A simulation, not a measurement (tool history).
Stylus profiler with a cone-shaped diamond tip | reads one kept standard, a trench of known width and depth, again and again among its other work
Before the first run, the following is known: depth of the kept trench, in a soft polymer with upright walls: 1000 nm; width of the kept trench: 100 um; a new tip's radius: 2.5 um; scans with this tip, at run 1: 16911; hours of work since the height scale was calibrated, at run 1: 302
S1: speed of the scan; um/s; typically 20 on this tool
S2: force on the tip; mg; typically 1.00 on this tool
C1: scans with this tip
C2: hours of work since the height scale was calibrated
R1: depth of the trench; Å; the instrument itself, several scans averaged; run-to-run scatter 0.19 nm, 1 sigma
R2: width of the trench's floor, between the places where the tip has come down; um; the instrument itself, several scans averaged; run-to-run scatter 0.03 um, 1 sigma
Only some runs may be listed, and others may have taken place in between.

run    hour  S1    S2     C1    C2       R1     R2
  1     0.0  20  1.00  16911   302  10058.8  95.90
  2    59.1  22  1.00  17382   346  10060.7  95.92
  3   113.4  23  1.00  17814   386  10060.2  95.91
  4   155.3  20  1.00  18148   417  10058.5  95.93
  5   209.8  20  1.00  18582   458  10060.5  95.84
  6   275.8  20  2.05  19108   507  10096.3  95.89
  7   306.0  20  2.05  19348   530  10098.1  95.92
  8   339.3  20  2.05  19613   554  10094.2  95.91
  9   400.1  20  2.05  20097   600  10093.7  95.92
 10   449.2  20  2.05  20488   636  10094.4  95.93
 11   497.0  20  2.05  20869   672  10094.5  95.96
 12   551.2  20  2.05  21300   712  10096.7  95.98
 13   587.3  20  2.05  21588   739  10096.9  95.95
 14   638.8  20  2.05  21998   778  10095.6  95.93
 15   692.5  20  2.05  22425   818  10094.6  95.87
 16   756.6  20  2.05  22936   865  10094.3  95.90
 17   800.4  20  2.16  23285   898  10099.8  95.96
 18   867.3  77  2.16  23818   948  10098.2  95.81
 19   924.9  14  0.36  24276   991  10030.6  95.85
 20   976.2  14  0.36  24685  1029  10029.9  95.86
 21  1035.6  45  0.50  25157  1073  10037.7  95.77
 22  1067.0  20  0.76  25408  1097  10051.3  95.87
 23  1111.6  20  0.76  25762  1130  10050.1  95.95
 24  1142.6  73  1.00  26010  1153  10059.7  95.69
     1176.7  -- new tip fitted, height scale calibrated
 25  1178.0   9  0.62     11     1  10039.8  95.92
 26  1247.0   7  0.65    560    52  10047.1  95.95
 27  1301.3  19  0.35    993    93  10029.3  95.87

Below, each run's measurement less what the same run would have read without the hidden state. Both values contain the same run-to-run variation, but the gauge's scatter may not be the same in both:
What the log doesn't record here: radius of the tip, um; height scale over the true one, %; drift of the gauge itself on depth_nm, %; drift of the gauge itself on floor_um, %.
run     R2
  1  -0.02
  2  -0.02
  3  -0.01
  4  -0.02
  5  -0.02
  6  -0.02
  7  -0.02
  8  -0.02
  9  -0.02
 10  -0.02
 11  -0.02
 12  -0.02
 13  -0.02
 14  -0.02
 15  -0.02
 16  -0.02
 17  -0.02
 18  -0.03
 19  -0.02
 20  -0.03
 21  -0.02
 22  -0.02
 23  -0.02
 24  -0.03
 25  +0.00
 26  +0.00
 27  +0.00
For R1, the value without the hidden state is never more than 0.2 Å from the measured value.

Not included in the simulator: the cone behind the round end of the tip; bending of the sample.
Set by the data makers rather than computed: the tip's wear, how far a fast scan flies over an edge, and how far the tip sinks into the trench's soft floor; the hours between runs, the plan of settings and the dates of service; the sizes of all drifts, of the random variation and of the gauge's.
